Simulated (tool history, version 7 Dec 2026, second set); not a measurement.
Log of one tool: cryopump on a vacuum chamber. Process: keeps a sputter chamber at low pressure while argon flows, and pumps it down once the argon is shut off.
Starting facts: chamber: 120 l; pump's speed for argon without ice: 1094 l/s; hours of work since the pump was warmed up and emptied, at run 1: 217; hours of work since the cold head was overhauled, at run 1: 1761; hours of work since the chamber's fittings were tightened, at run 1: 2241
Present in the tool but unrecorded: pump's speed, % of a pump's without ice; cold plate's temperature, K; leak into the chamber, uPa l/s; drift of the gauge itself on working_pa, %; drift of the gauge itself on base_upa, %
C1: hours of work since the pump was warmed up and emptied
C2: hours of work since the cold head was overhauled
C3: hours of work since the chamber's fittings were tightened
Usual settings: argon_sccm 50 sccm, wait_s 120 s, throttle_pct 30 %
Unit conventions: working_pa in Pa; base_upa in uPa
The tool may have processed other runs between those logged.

run 1 day=0 | argon_sccm=50 wait_s=120 throttle_pct=30 | C1=217 C2=1761 C3=2241 | working_pa=0.2722 base_upa=5.2
run 2 day=1.562 | argon_sccm=50 wait_s=120 throttle_pct=30 | C1=243 C2=1787 C3=2267 | working_pa=0.2732 base_upa=5.47
run 3 day=4.383 | argon_sccm=50 wait_s=120 throttle_pct=30 | C1=290 C2=1834 C3=2314 | working_pa=0.2748 base_upa=5.55
run 4 day=6.588 | argon_sccm=50 wait_s=120 throttle_pct=30 | C1=327 C2=1871 C3=2351 | working_pa=0.2783 base_upa=5.72
-- day=7.533 pump warmed up, emptied and cooled again
run 5 day=9.346 | argon_sccm=50 wait_s=120 throttle_pct=30 | C1=30 C2=1913 C3=2393 | working_pa=0.2599 base_upa=4.95
-- day=12.058 leaking fittings of the chamber tightened, without venting
run 6 day=12.058 | argon_sccm=50 wait_s=275 throttle_pct=30 | C1=74 C2=1957 C3=0 | working_pa=0.2629 base_upa=0.82
run 7 day=15.096 | argon_sccm=50 wait_s=275 throttle_pct=30 | C1=124 C2=2007 C3=51 | working_pa=0.2661 base_upa=0.92
run 8 day=18.575 | argon_sccm=50 wait_s=275 throttle_pct=30 | C1=182 C2=2065 C3=108 | working_pa=0.2704 base_upa=1.04
run 9 day=21.883 | argon_sccm=50 wait_s=275 throttle_pct=30 | C1=237 C2=2120 C3=164 | working_pa=0.2732 base_upa=1.13
run 10 day=25.054 | argon_sccm=90 wait_s=120 throttle_pct=30 | C1=290 C2=2173 C3=216 | working_pa=0.4968 base_upa=1.93
-- day=28.212 pump warmed up, emptied and cooled again
run 11 day=28.383 | argon_sccm=90 wait_s=120 throttle_pct=30 | C1=3 C2=2225 C3=268 | working_pa=0.4667 base_upa=1.86
run 12 day=31.85 | argon_sccm=50 wait_s=120 throttle_pct=49 | C1=61 C2=2283 C3=326 | working_pa=0.1631 base_upa=1.96
run 13 day=34.042 | argon_sccm=25 wait_s=120 throttle_pct=30 | C1=97 C2=2319 C3=362 | working_pa=0.1321 base_upa=2.02
run 14 day=36.867 | argon_sccm=25 wait_s=120 throttle_pct=30 | C1=144 C2=2366 C3=409 | working_pa=0.1336 base_upa=2.15
run 15 day=38.425 | argon_sccm=25 wait_s=120 throttle_pct=30 | C1=170 C2=2392 C3=435 | working_pa=0.135 base_upa=2.25
run 16 day=40.142 | argon_sccm=25 wait_s=120 throttle_pct=30 | C1=199 C2=2421 C3=464 | working_pa=0.135 base_upa=2.3
run 17 day=42.888 | argon_sccm=25 wait_s=120 throttle_pct=30 | C1=244 C2=2467 C3=510 | working_pa=0.1361 base_upa=2.4
run 18 day=45.742 | argon_sccm=50 wait_s=231 throttle_pct=17 | C1=292 C2=2514 C3=557 | working_pa=0.4746 base_upa=1.99
run 19 day=47.804 | argon_sccm=50 wait_s=278 throttle_pct=30 | C1=326 C2=2548 C3=592 | working_pa=0.2784 base_upa=1.99
-- day=48.8 pump warmed up, emptied and cooled again
run 20 day=51.146 | argon_sccm=50 wait_s=278 throttle_pct=30 | C1=39 C2=2601 C3=644 | working_pa=0.2614 base_upa=1.8
run 21 day=53.542 | argon_sccm=50 wait_s=278 throttle_pct=30 | C1=79 C2=2640 C3=684 | working_pa=0.2631 base_upa=1.84
run 22 day=56.067 | argon_sccm=58 wait_s=120 throttle_pct=44 | C1=121 C2=2682 C3=726 | working_pa=0.2122 base_upa=2.6
run 23 day=58.433 | argon_sccm=58 wait_s=120 throttle_pct=44 | C1=160 C2=2722 C3=765 | working_pa=0.2172 base_upa=2.75
run 24 day=61.8 | argon_sccm=50 wait_s=120 throttle_pct=36 | C1=216 C2=2778 C3=821 | working_pa=0.2304 base_upa=2.85
run 25 day=64.392 | argon_sccm=50 wait_s=120 throttle_pct=36 | C1=260 C2=2821 C3=864 | working_pa=0.2315 base_upa=3.03
run 26 day=67.404 | argon_sccm=66 wait_s=25 throttle_pct=15 | C1=310 C2=2871 C3=914 | working_pa=0.7086 base_upa=7.36
-- day=69.342 pump warmed up, emptied and cooled again
run 27 day=69.442 | argon_sccm=57 wait_s=120 throttle_pct=19 | C1=2 C2=2902 C3=945 | working_pa=0.4665 base_upa=2.75

Forecast run 28:
run 28 day=72.308 | argon_sccm=50 wait_s=56 throttle_pct=23 | C1=49 C2=2949 C3=992 | working_pa=? base_upa=?

working_pa: 0.3397 Pa
base_upa: 4.24 uPa
With no hidden state in the tool, this same run would have given working_pa 0.3345 Pa, base_upa 2.67 uPa.
